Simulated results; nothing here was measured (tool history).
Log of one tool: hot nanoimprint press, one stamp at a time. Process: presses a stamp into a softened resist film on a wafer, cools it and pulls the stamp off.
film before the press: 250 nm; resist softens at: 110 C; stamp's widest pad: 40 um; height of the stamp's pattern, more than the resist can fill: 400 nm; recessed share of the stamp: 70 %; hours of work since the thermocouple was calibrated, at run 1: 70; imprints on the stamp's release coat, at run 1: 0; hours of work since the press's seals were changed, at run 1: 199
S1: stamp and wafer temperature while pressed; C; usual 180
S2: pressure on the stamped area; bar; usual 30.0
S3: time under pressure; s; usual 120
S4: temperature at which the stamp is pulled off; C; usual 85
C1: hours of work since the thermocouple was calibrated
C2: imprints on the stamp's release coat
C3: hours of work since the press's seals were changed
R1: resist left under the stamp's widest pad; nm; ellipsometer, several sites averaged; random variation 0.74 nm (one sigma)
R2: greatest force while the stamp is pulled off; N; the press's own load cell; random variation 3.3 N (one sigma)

run,hour,S1,S2,S3,S4,C1,C2,C3,R1,R2
1,0.0,180,30.0,120,85,70,0,199,93.2,215
2,35.6,180,30.0,120,85,96,147,225,93.3,216
3,78.0,180,30.0,185,85,127,322,256,79.1,224
4,121.1,180,30.0,120,85,158,501,288,94.0,222
5,171.3,180,30.0,221,85,195,708,325,74.6,236
6,234.5,180,30.0,221,79,242,970,371,74.3,272
# hour 246.8: stamp cleaned and given a new release coat
7,282.2,180,30.0,120,85,272,146,401,96.6,217
8,316.7,180,30.0,120,85,297,289,427,96.8,228
# hour 361.8: plate thermocouple calibrated
9,371.9,185,30.0,120,85,7,505,465,80.3,229
10,431.4,180,30.0,120,85,51,752,509,93.7,233
# hour 496.3: stamp cleaned and given a new release coat
11,497.4,180,30.0,153,85,95,5,552,86.9,212
12,554.0,180,30.0,153,85,136,239,594,87.6,224
13,619.5,180,30.0,120,85,184,510,642,97.6,236
14,679.1,180,30.0,120,84,228,757,686,99.2,252
# hour 742.5: stamp cleaned and given a new release coat
15,749.8,180,30.0,120,85,276,31,733,100.3,211
16,803.5,180,30.0,120,85,315,253,772,100.7,228
# hour 823.2: plate thermocouple calibrated
17,855.6,180,21.1,120,85,24,456,808,112.8,223
18,909.3,180,21.1,120,85,63,678,848,113.4,235
19,954.9,177,21.1,138,92,96,867,881,119.2,214
# hour 991.7: stamp cleaned and given a new release coat
20,1019.9,177,21.1,138,92,140,117,924,121.5,199
21,1068.7,177,21.1,138,92,175,319,960,120.2,199
22,1103.0,177,22.3,113,74,201,461,985,128.6,262
23,1133.2,177,22.3,113,74,223,586,1007,127.1,275
24,1183.3,172,22.3,204,74,259,793,1044,124.7,283
# hour 1238.5: stamp cleaned and given a new release coat
25,1247.1,180,30.0,98,79,302,35,1086,108.3,246
# hour 1286.2: plate thermocouple calibrated
26,1300.4,169,34.6,69,88,10,243,1123,155.6,209
27,1331.5,169,34.6,69,88,33,372,1146,157.1,213
28,1362.0,169,34.6,69,88,56,498,1168,157.3,216
29,1399.4,183,23.4,190,82,83,653,1196,80.7,241

Forecast each of these 3 alternatives for the next run:
A,1455.2,168,34.7,234,82,124,884,1237,?,?
B,1455.2,183,23.4,75,82,124,884,1237,?,?
C,1455.2,180,24.7,90,88,124,884,1237,?,?

run,R1,R2
A,110.5,252
B,119.8,255
C,119.5,227
Without the tool's hidden state the same runs would have given:
run,R1,R2
A,101.9,221
B,113.6,224
C,113.0,200
